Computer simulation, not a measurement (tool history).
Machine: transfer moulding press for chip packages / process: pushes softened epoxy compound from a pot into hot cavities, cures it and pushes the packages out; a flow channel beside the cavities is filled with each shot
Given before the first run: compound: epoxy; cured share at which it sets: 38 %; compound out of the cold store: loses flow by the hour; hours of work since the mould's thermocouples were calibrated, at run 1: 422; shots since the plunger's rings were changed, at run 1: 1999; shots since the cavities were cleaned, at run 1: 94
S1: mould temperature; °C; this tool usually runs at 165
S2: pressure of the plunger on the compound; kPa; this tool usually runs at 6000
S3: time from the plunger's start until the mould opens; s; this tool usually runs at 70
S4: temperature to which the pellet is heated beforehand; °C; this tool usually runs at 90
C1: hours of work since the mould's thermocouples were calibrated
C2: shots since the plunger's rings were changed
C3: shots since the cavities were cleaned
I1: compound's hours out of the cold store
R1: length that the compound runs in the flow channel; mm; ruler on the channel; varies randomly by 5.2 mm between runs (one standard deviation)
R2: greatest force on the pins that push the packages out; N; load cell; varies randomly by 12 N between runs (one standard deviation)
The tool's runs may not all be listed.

run   hour   S1    S2  S3  S4   C1    C2   C3    I1   R1    R2
  1    0.0  165  6000  70  90  422  1999   94  38.4  863   684
  2   18.1  165  6000  70  90  436  2386  481  40.9  857   866
  3   38.3  165  6000  70  90  453  2817  912  13.1  946  1090
      42.7  -- cavities cleaned with cleaning compound and waxed
      55.2  -- plunger's sealing rings changed
  4   79.3  165  6000  70  90  482   513  727  15.6  952  1214
      92.4  -- cavities cleaned with cleaning compound and waxed
  5   97.7  165  6000  70  90  496   876  113  36.3  883   687
  6  127.1  172  6000  70  90  519  1503  740  33.8  864   696
     140.7  -- cavities cleaned with cleaning compound and waxed
     144.3  -- cavities cleaned with cleaning compound and waxed, once more
  7  162.6  172  6000  70  90  545  2197  391  18.2  912   623
     191.4  -- cavities cleaned with cleaning compound and waxed
  8  195.3  172  6000  70  90  570  2864   83  13.8  925   485
     208.9  -- plunger's sealing rings changed
     240.3  -- cavities cleaned with cleaning compound and waxed
  9  240.3  172  4820  70  90  603   639    0  46.8  744   430
 10  277.0  172  4820  76  90  632  1423  784   9.5  856   626
     288.1  -- cavities cleaned with cleaning compound and waxed
 11  297.6  172  4820  76  90  647  1832  203  13.9  841   490
 12  329.3  166  4820  76  90  673  2510  881  40.0  757   801
     334.7  -- cavities cleaned with cleaning compound and waxed
     362.9  -- plunger's sealing rings changed
 13  366.2  166  4820  76  90  699    71  622  36.2  802   742
     384.2  -- cavities cleaned with cleaning compound and waxed
 14  384.4  166  4820  76  90  712   427    5  29.2  813   496
     423.8  -- mould's thermocouples calibrated
 15  425.0  158  6760  81  99    1  1252  830  26.1  988  1076
     434.6  -- cavities cleaned with cleaning compound and waxed
 16  464.0  166  6000  53  90   31  2053  629  29.5  885  1714
     483.0  -- cavities cleaned with cleaning compound and waxed
 17  495.2  166  6000  87  98   55  2686  258  15.7  929   530
     516.7  -- plunger's sealing rings changed
 18  518.4  166  6000  87  98   71    36  701  35.9  885   615
     534.2  -- cavities cleaned with cleaning compound and waxed
 19  545.1  166  6000  87  98   91   576  233  37.3  877   502
 20  573.0  165  6050  70  93  114  1171  828  23.8  920   995
     582.5  -- cavities cleaned with cleaning compound and waxed
 21  615.1  165  6000  63  98  146  2039  698  28.0  900  1225
     630.6  -- cavities cleaned with cleaning compound and waxed
 22  650.7  165  6000  54  98  173  2768  429   9.8  957  1714
     668.3  -- plunger's sealing rings changed
 23  675.6  165  4980  70  82  191   156  908   8.4  910  1177
     679.8  -- cavities cleaned with cleaning compound and waxed
 24  705.3  159  4980  86  82  214   758  546  14.7  903   941
     728.9  -- cavities cleaned with cleaning compound and waxed
 25  747.3  173  6510  73  97  246  1623  393  36.0  883   563
     778.0  -- cavities cleaned with cleaning compound and waxed
 26  787.5  166  6000  70  81  277  2450  203  40.3  850   719
 27  815.4  171  5990  70  85  299  3045  798  38.7  841   696

Measured result minus the same run's result without the hidden state. Both carry the same run-to-run variation, though not necessarily the same gauge scatter:
The tool's hidden condition here consists of: true mould temperature over the reading, C; pressure that reaches the compound, % of what is set; grip of the stained cavities, % over clean ones'; drift of the gauge itself on flow_mm, %; drift of the gauge itself on push_out_n, %.
run   R1    R2
  1  -20  +103
  2  -24  +298
  3  -31  +461
  4   -5  +588
  5   -8   +97
  6  -14  +272
  7  -23  +195
  8  -30   +60
  9   -6   +27
 10  -14  +259
 11  -17  +104
 12  -21  +344
 13   -1  +285
 14   -5   +28
 15  -18  +433
 16  -24  +618
 17  -32  +136
 18   -2  +239
 19   -7  +119
 20  -15  +405
 21  -22  +486
 22  -33  +559
 23   -2  +500
 24   -7  +343
 25  -17  +177
 26  -24  +163
 27  -30  +285
